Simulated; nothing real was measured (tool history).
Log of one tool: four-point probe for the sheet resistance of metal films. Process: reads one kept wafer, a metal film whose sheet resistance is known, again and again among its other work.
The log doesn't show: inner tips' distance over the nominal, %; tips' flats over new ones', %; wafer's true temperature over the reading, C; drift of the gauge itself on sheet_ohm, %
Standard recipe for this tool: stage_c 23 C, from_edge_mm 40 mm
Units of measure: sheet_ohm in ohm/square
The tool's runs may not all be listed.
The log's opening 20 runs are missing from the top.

run    hour  stage_c  from_edge_mm  touches since the probe head was changed  hours of work since the stage's thermometer was calibrated  sheet_ohm
     1919.0  -- stage's thermometer calibrated
 21  1945.9       23            40                                    108959                                                          16   0.111161
 22  2038.9       23            74                                    112196                                                          72   0.111121
 23  2134.6       23            40                                    115530                                                         130   0.111151
 24  2231.0       20            11                                    118886                                                         188   0.111127
     2272.1  -- stage's thermometer calibrated, once more
 25  2303.6       20            11                                    121397                                                          19   0.111338
 26  2395.9       20            11                                    124611                                                          75   0.111326
 27  2511.1       30            37                                    128624                                                         144   0.111988
 28  2616.6       34             7                                    132299                                                         208   0.112768
 29  2750.6       34             7                                    136965                                                         289   0.112794
 30  2841.4       25            56                                    140126                                                         344   0.111598
 31  2970.1       29            20                                    144609                                                         421   0.111969
 32  3043.9       30            20                                    147178                                                         466   0.112027
 33  3173.6       20             5                                    151696                                                         544   0.112116
 34  3257.2       20             5                                    154606                                                         594   0.112121
 35  3349.0       20             5                                    157804                                                         650   0.112117
 36  3451.9       26            36                                    161388                                                         712   0.111697
 37  3592.4       22             8                                    166280                                                         797   0.111725
 38  3669.0       22             8                                    168946                                                         843   0.111743
 39  3762.7       22             8                                    172211                                                         900   0.111741
 40  3875.1       27            18                                    176126                                                         967   0.111873
 41  4013.7       27            46                                    180950                                                        1051   0.111818
     4050.7  -- new probe head fitted
 42  4137.7       33             4                                      3032                                                        1125   0.113189
 43  4258.4       23            72                                      7234                                                        1198   0.110899
     4345.0  -- stage's thermometer calibrated
 44  4351.6       18            11                                     10463                                                           4   0.110862
 45  4449.3       18            11                                     13864                                                          63   0.110868

Forecast each of these 3 alternatives for the next run:
  A  4544.6       33             7                                     17184                                                         120          ?
  B  4544.6       26            55                                     17184                                                         120          ?
  C  4544.6       18            49                                     17184                                                         120          ?

run  sheet_ohm
  A   0.112402
  B   0.111286
  C   0.110688
With the hidden condition removed and each run's random variation left untouched, the same runs would have given:
run  sheet_ohm
  A   0.112202
  B   0.111089
  C   0.110494

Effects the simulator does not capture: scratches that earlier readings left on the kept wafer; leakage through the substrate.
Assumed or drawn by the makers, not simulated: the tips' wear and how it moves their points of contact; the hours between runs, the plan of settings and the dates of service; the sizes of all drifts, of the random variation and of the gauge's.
